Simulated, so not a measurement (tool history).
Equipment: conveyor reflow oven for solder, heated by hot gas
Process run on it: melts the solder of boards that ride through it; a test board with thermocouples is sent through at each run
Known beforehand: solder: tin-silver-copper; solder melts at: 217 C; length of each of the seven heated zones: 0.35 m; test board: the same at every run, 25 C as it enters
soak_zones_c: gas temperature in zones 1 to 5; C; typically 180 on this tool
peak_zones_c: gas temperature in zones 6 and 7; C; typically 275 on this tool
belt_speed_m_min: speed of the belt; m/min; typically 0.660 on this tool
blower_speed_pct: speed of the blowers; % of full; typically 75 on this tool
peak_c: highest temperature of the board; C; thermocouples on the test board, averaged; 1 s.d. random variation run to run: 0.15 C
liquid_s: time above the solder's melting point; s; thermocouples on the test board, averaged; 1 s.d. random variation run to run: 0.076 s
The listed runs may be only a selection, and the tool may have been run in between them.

{"run": 1, "day": 0.0, "soak_zones_c": 180, "peak_zones_c": 275, "belt_speed_m_min": 0.66, "blower_speed_pct": 75, "peak_c": 257.3, "liquid_s": 51.69}
{"run": 2, "day": 0.688, "soak_zones_c": 180, "peak_zones_c": 275, "belt_speed_m_min": 0.66, "blower_speed_pct": 75, "peak_c": 257.2, "liquid_s": 51.62}
{"run": 3, "day": 1.4, "soak_zones_c": 180, "peak_zones_c": 275, "belt_speed_m_min": 0.66, "blower_speed_pct": 75, "peak_c": 257.1, "liquid_s": 51.72}
{"run": 4, "day": 1.838, "soak_zones_c": 180, "peak_zones_c": 275, "belt_speed_m_min": 0.66, "blower_speed_pct": 75, "peak_c": 257.1, "liquid_s": 51.7}
{"run": 5, "day": 2.496, "soak_zones_c": 180, "peak_zones_c": 275, "belt_speed_m_min": 0.66, "blower_speed_pct": 75, "peak_c": 256.9, "liquid_s": 51.7}
{"run": 6, "day": 3.217, "soak_zones_c": 180, "peak_zones_c": 275, "belt_speed_m_min": 0.66, "blower_speed_pct": 75, "peak_c": 257.3, "liquid_s": 51.61}
{"run": 7, "day": 3.758, "soak_zones_c": 180, "peak_zones_c": 275, "belt_speed_m_min": 0.66, "blower_speed_pct": 75, "peak_c": 257.3, "liquid_s": 51.61}
{"run": 8, "day": 4.125, "soak_zones_c": 180, "peak_zones_c": 275, "belt_speed_m_min": 0.564, "blower_speed_pct": 75, "peak_c": 261.8, "liquid_s": 63.96}
{"run": 9, "day": 4.875, "soak_zones_c": 180, "peak_zones_c": 275, "belt_speed_m_min": 0.564, "blower_speed_pct": 75, "peak_c": 261.8, "liquid_s": 63.92}
{"run": 10, "day": 5.296, "soak_zones_c": 180, "peak_zones_c": 275, "belt_speed_m_min": 0.66, "blower_speed_pct": 75, "peak_c": 257.0, "liquid_s": 51.75}
{"run": 11, "day": 5.846, "soak_zones_c": 193, "peak_zones_c": 268, "belt_speed_m_min": 0.713, "blower_speed_pct": 51, "peak_c": 242.4, "liquid_s": 39.84}
{"run": 12, "day": 6.625, "soak_zones_c": 191, "peak_zones_c": 275, "belt_speed_m_min": 0.66, "blower_speed_pct": 75, "peak_c": 259.3, "liquid_s": 56.41}
{"run": 13, "day": 6.992, "soak_zones_c": 180, "peak_zones_c": 275, "belt_speed_m_min": 0.66, "blower_speed_pct": 61, "peak_c": 252.0, "liquid_s": 47.76}
{"run": 14, "day": 7.546, "soak_zones_c": 180, "peak_zones_c": 275, "belt_speed_m_min": 0.66, "blower_speed_pct": 61, "peak_c": 252.1, "liquid_s": 47.78}
{"run": 15, "day": 8.162, "soak_zones_c": 180, "peak_zones_c": 266, "belt_speed_m_min": 0.66, "blower_speed_pct": 73, "peak_c": 248.6, "liquid_s": 47.03}
{"run": 16, "day": 8.604, "soak_zones_c": 180, "peak_zones_c": 266, "belt_speed_m_min": 0.66, "blower_speed_pct": 73, "peak_c": 248.9, "liquid_s": 46.85}
{"run": 17, "day": 9.179, "soak_zones_c": 180, "peak_zones_c": 266, "belt_speed_m_min": 0.66, "blower_speed_pct": 55, "peak_c": 242.1, "liquid_s": 39.77}
{"run": 18, "day": 9.879, "soak_zones_c": 180, "peak_zones_c": 271, "belt_speed_m_min": 0.617, "blower_speed_pct": 75, "peak_c": 255.9, "liquid_s": 55.18}
{"run": 19, "day": 10.496, "soak_zones_c": 195, "peak_zones_c": 275, "belt_speed_m_min": 0.618, "blower_speed_pct": 85, "peak_c": 263.6, "liquid_s": 64.48}

Forecast each of these 5 alternatives for the next run:
{"run": "A", "day": 11.183, "soak_zones_c": 180, "peak_zones_c": 275, "belt_speed_m_min": 0.66, "blower_speed_pct": 75, "peak_c": "?", "liquid_s": "?"}
{"run": "B", "day": 11.183, "soak_zones_c": 166, "peak_zones_c": 275, "belt_speed_m_min": 0.66, "blower_speed_pct": 75, "peak_c": "?", "liquid_s": "?"}
{"run": "C", "day": 11.183, "soak_zones_c": 195, "peak_zones_c": 275, "belt_speed_m_min": 0.552, "blower_speed_pct": 65, "peak_c": "?", "liquid_s": "?"}
{"run": "D", "day": 11.183, "soak_zones_c": 179, "peak_zones_c": 275, "belt_speed_m_min": 0.618, "blower_speed_pct": 76, "peak_c": "?", "liquid_s": "?"}
{"run": "E", "day": 11.183, "soak_zones_c": 195, "peak_zones_c": 275, "belt_speed_m_min": 0.618, "blower_speed_pct": 67, "peak_c": "?", "liquid_s": "?"}

run=A peak_c=257.4 liquid_s=51.73
run=B peak_c=254.5 liquid_s=46.10
run=C peak_c=262.4 liquid_s=71.16
run=D peak_c=259.2 liquid_s=56.47
run=E peak_c=259.6 liquid_s=61.89
With no hidden state in the tool, these same runs would have given:
run=A peak_c=257.5 liquid_s=51.77
run=B peak_c=254.5 liquid_s=46.15
run=C peak_c=262.5 liquid_s=71.18
run=D peak_c=259.3 liquid_s=56.51
run=E peak_c=259.7 liquid_s=61.92
